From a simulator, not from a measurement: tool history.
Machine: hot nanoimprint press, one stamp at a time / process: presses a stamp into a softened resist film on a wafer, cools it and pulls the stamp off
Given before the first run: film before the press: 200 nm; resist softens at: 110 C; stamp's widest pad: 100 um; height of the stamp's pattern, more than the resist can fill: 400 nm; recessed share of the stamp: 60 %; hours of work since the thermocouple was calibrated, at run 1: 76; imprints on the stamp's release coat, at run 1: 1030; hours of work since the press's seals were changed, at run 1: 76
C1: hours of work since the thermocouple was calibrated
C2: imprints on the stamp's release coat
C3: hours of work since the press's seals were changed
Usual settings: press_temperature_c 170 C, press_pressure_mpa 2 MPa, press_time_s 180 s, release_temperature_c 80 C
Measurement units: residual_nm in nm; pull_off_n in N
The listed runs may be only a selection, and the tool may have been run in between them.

run 1 hour=0 | press_temperature_c=170 press_pressure_mpa=2 press_time_s=180 release_temperature_c=80 | C1=76 C2=1030 C3=76 | residual_nm=118.7 pull_off_n=104
run 2 hour=57 | press_temperature_c=170 press_pressure_mpa=2 press_time_s=180 release_temperature_c=80 | C1=117 C2=1210 C3=117 | residual_nm=118.6 pull_off_n=102
run 3 hour=129.6 | press_temperature_c=170 press_pressure_mpa=2 press_time_s=180 release_temperature_c=80 | C1=169 C2=1437 C3=169 | residual_nm=119.1 pull_off_n=104
run 4 hour=167.7 | press_temperature_c=170 press_pressure_mpa=2 press_time_s=180 release_temperature_c=80 | C1=196 C2=1557 C3=196 | residual_nm=119.2 pull_off_n=109
run 5 hour=203.6 | press_temperature_c=170 press_pressure_mpa=2 press_time_s=180 release_temperature_c=80 | C1=222 C2=1670 C3=222 | residual_nm=119.3 pull_off_n=105
run 6 hour=268.2 | press_temperature_c=170 press_pressure_mpa=2 press_time_s=180 release_temperature_c=80 | C1=268 C2=1873 C3=268 | residual_nm=120.2 pull_off_n=103
run 7 hour=341.7 | press_temperature_c=170 press_pressure_mpa=1.56 press_time_s=180 release_temperature_c=80 | C1=320 C2=2104 C3=320 | residual_nm=130.4 pull_off_n=106
-- hour=370.4 stamp cleaned and given a new release coat
run 8 hour=413.7 | press_temperature_c=170 press_pressure_mpa=1.56 press_time_s=180 release_temperature_c=80 | C1=367 C2=136 C3=367 | residual_nm=130.9 pull_off_n=103
run 9 hour=490.3 | press_temperature_c=170 press_pressure_mpa=1.56 press_time_s=180 release_temperature_c=80 | C1=422 C2=377 C3=422 | residual_nm=129.1 pull_off_n=103
run 10 hour=557 | press_temperature_c=176 press_pressure_mpa=2 press_time_s=180 release_temperature_c=80 | C1=469 C2=586 C3=469 | residual_nm=86.6 pull_off_n=101
run 11 hour=620.5 | press_temperature_c=170 press_pressure_mpa=2 press_time_s=180 release_temperature_c=80 | C1=514 C2=786 C3=514 | residual_nm=119.2 pull_off_n=104
-- hour=648.4 plate thermocouple calibrated
-- hour=656.4 press's hydraulic seals changed and the load cell set to zero
run 12 hour=665.6 | press_temperature_c=170 press_pressure_mpa=2 press_time_s=180 release_temperature_c=80 | C1=7 C2=893 C3=7 | residual_nm=118 pull_off_n=99
run 13 hour=705.6 | press_temperature_c=170 press_pressure_mpa=2 press_time_s=213 release_temperature_c=80 | C1=35 C2=1019 C3=35 | residual_nm=114.2 pull_off_n=102
run 14 hour=750 | press_temperature_c=162 press_pressure_mpa=2 press_time_s=212 release_temperature_c=80 | C1=67 C2=1158 C3=67 | residual_nm=161.4 pull_off_n=102
run 15 hour=818.3 | press_temperature_c=166 press_pressure_mpa=2 press_time_s=144 release_temperature_c=80 | C1=115 C2=1373 C3=115 | residual_nm=150.8 pull_off_n=106
run 16 hour=855.8 | press_temperature_c=168 press_pressure_mpa=1.52 press_time_s=171 release_temperature_c=72 | C1=142 C2=1490 C3=142 | residual_nm=146.3 pull_off_n=118
run 17 hour=918.7 | press_temperature_c=168 press_pressure_mpa=1.52 press_time_s=171 release_temperature_c=72 | C1=187 C2=1688 C3=187 | residual_nm=145.1 pull_off_n=122
run 18 hour=958 | press_temperature_c=168 press_pressure_mpa=1.52 press_time_s=171 release_temperature_c=72 | C1=215 C2=1812 C3=215 | residual_nm=146.4 pull_off_n=120
run 19 hour=992.7 | press_temperature_c=166 press_pressure_mpa=1.41 press_time_s=180 release_temperature_c=80 | C1=240 C2=1921 C3=240 | residual_nm=158.8 pull_off_n=100
run 20 hour=1063.8 | press_temperature_c=182 press_pressure_mpa=1.41 press_time_s=180 release_temperature_c=80 | C1=290 C2=2144 C3=290 | residual_nm=72.1 pull_off_n=103
-- hour=1078.1 stamp cleaned and given a new release coat
run 21 hour=1108.2 | press_temperature_c=182 press_pressure_mpa=1.41 press_time_s=180 release_temperature_c=80 | C1=318 C2=95 C3=318 | residual_nm=71.4 pull_off_n=102
run 22 hour=1152.6 | press_temperature_c=160 press_pressure_mpa=2 press_time_s=180 release_temperature_c=75 | C1=349 C2=234 C3=349 | residual_nm=175.3 pull_off_n=112
run 23 hour=1196.7 | press_temperature_c=170 press_pressure_mpa=2 press_time_s=223 release_temperature_c=67 | C1=381 C2=373 C3=381 | residual_nm=112.5 pull_off_n=122
run 24 hour=1243.7 | press_temperature_c=168 press_pressure_mpa=1.87 press_time_s=286 release_temperature_c=84 | C1=414 C2=520 C3=414 | residual_nm=118.9 pull_off_n=95
run 25 hour=1320.2 | press_temperature_c=168 press_pressure_mpa=1.87 press_time_s=116 release_temperature_c=84 | C1=469 C2=760 C3=469 | residual_nm=150.3 pull_off_n=95
run 26 hour=1360.2 | press_temperature_c=168 press_pressure_mpa=1.87 press_time_s=207 release_temperature_c=84 | C1=497 C2=886 C3=497 | residual_nm=129.2 pull_off_n=92

Consider 4 possible next runs. They are alternatives, not a sequence: every one starts from the tool as it was left by run 26. What does each give?
-- hour=1411.5 plate thermocouple calibrated
-- hour=1419.5 press's hydraulic seals changed and the load cell set to zero
run A hour=1429.4 | press_temperature_c=170 press_pressure_mpa=1.74 press_time_s=242 release_temperature_c=80 | C1=7 C2=1069 C3=7 | residual_nm=? pull_off_n=?
-- hour=1411.5 plate thermocouple calibrated
-- hour=1419.5 press's hydraulic seals changed and the load cell set to zero
run B hour=1429.4 | press_temperature_c=159 press_pressure_mpa=2.17 press_time_s=180 release_temperature_c=77 | C1=7 C2=1069 C3=7 | residual_nm=? pull_off_n=?
-- hour=1411.5 plate thermocouple calibrated
-- hour=1419.5 press's hydraulic seals changed and the load cell set to zero
run C hour=1429.4 | press_temperature_c=180 press_pressure_mpa=2 press_time_s=216 release_temperature_c=78 | C1=7 C2=1069 C3=7 | residual_nm=? pull_off_n=?
-- hour=1411.5 plate thermocouple calibrated
-- hour=1419.5 press's hydraulic seals changed and the load cell set to zero
run D hour=1429.4 | press_temperature_c=168 press_pressure_mpa=3.19 press_time_s=207 release_temperature_c=84 | C1=7 C2=1069 C3=7 | residual_nm=? pull_off_n=?

run=A residual_nm=114 pull_off_n=104
run=B residual_nm=175.8 pull_off_n=111
run=C residual_nm=63.5 pull_off_n=107
run=D residual_nm=105.3 pull_off_n=95
Stripped of hidden state, with their random variation kept, the same runs would have yielded:
run=A residual_nm=114 pull_off_n=103
run=B residual_nm=175.8 pull_off_n=110
run=C residual_nm=63.5 pull_off_n=106
run=D residual_nm=105.3 pull_off_n=95
